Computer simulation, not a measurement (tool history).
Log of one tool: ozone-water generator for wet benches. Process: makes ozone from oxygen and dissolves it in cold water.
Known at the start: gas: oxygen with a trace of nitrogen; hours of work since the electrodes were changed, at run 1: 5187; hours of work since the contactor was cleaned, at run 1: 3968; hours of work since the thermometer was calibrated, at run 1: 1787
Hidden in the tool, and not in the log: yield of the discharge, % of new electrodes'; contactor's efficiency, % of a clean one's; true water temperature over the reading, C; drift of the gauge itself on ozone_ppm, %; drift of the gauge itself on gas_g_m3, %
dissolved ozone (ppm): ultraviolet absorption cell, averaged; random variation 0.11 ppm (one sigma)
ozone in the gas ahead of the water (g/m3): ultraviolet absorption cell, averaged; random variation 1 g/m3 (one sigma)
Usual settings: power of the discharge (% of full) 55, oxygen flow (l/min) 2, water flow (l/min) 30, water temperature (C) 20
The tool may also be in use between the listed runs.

run	hour	power of the discharge (% of full)	oxygen flow (l/min)	water flow (l/min)	water temperature (C)	hours of work since the electrodes were changed	hours of work since the contactor was cleaned	hours of work since the thermometer was calibrated	dissolved ozone (ppm)	ozone in the gas ahead of the water (g/m3)
1	0	55	2	30	20	5187	3968	1787	6	170.7
# hour 52.6: contactor cleaned
2	166.2	55	2	30	20	5325	97	1925	6.4	170.4
3	258.3	55	2	30	20	5404	175	2004	6.4	169.5
4	352.8	55	2	22	20	5484	255	2084	8.7	170.4
5	463.7	55	2	22	20	5578	349	2178	8.8	171.5
6	590.1	55	2.47	30	20	5686	457	2286	6.9	151.2
7	811.8	55	2	30	20	5874	645	2474	6.3	168
8	904.6	55	2	30	20	5953	724	2553	6.4	168.3
9	1106.6	55	3.59	30	20	6125	896	2725	7.4	122.1
10	1321.3	55	2	30	20	6307	1078	2907	6.1	169.4
11	1525.2	55	2	30	20	6480	1252	3080	6.2	167.7
12	1669.1	55	2	30	20	6603	1374	3203	6.1	170.1
13	1857.3	55	2	30	20	6763	1534	3363	6	168.2
14	2048.7	55	2	30	20	6925	1696	3525	6.2	169
15	2193.1	55	2	30	20	7048	1819	3648	6	167.3
16	2313.3	55	2	30	20	7150	1921	3750	6.1	168
17	2479.3	55	2	30	20	7291	2062	3891	6.2	167.6
18	2570.1	52	1.28	21	19	7368	2140	3968	7.6	203.6
19	2741.5	63	2	30	12	7514	2285	4114	7.1	183.3
20	2906.7	63	2	30	24	7654	2426	4254	6.4	182.9
21	3088.3	49	2	43	20	7809	2580	4409	3.9	151.1
22	3222.2	55	2	30	22	7923	2694	4523	5.9	164
23	3445.7	55	1.57	39	22	8113	2884	4712	4.2	189
# hour 3532.9: water thermometer calibrated
24	3563.2	55	1.57	21	22	8212	2983	26	8.1	187.3
25	3681.9	55	1.57	21	22	8313	3084	127	7.9	187.6
26	3774.7	51	1.59	37	26	8392	3163	205	4	176.3
27	3893.2	71	1.81	44	15	8492	3264	306	4.5	211.7
28	4103	71	1.81	44	15	8671	3442	485	4.6	208.7
29	4275	71	1.81	44	15	8817	3588	631	4.6	209.1
30	4484.9	48	2	30	20	8995	3767	809	5.1	145.9
31	4602.6	48	2	30	20	9095	3867	909	5.1	147.1
# hour 4771.3: contactor cleaned
32	4793.1	48	2	30	20	9254	19	1068	5.5	146.1
33	4956.6	55	1.79	29	26	9393	157	1207	6	172.3
34	5102	51	1.67	29	26	9516	281	1330	5.4	166.8

3 ways to go on from here, each from the tool as it stands after run 34. What would each give?
A	5216	48	1.67	29	25	9613	378	1427	?	?
B	5216	97	1.05	30	20	9613	378	1427	?	?
C	5216	89	2	30	21	9613	378	1427	?	?

run	dissolved ozone (ppm)	ozone in the gas ahead of the water (g/m3)
A	5.3	161.7
B	7.8	354.2
C	8.7	232.1
Without the tool's hidden state the same runs would have given:
run	dissolved ozone (ppm)	ozone in the gas ahead of the water (g/m3)
A	6	180.1
B	9.6	431.3
C	10.6	279.4
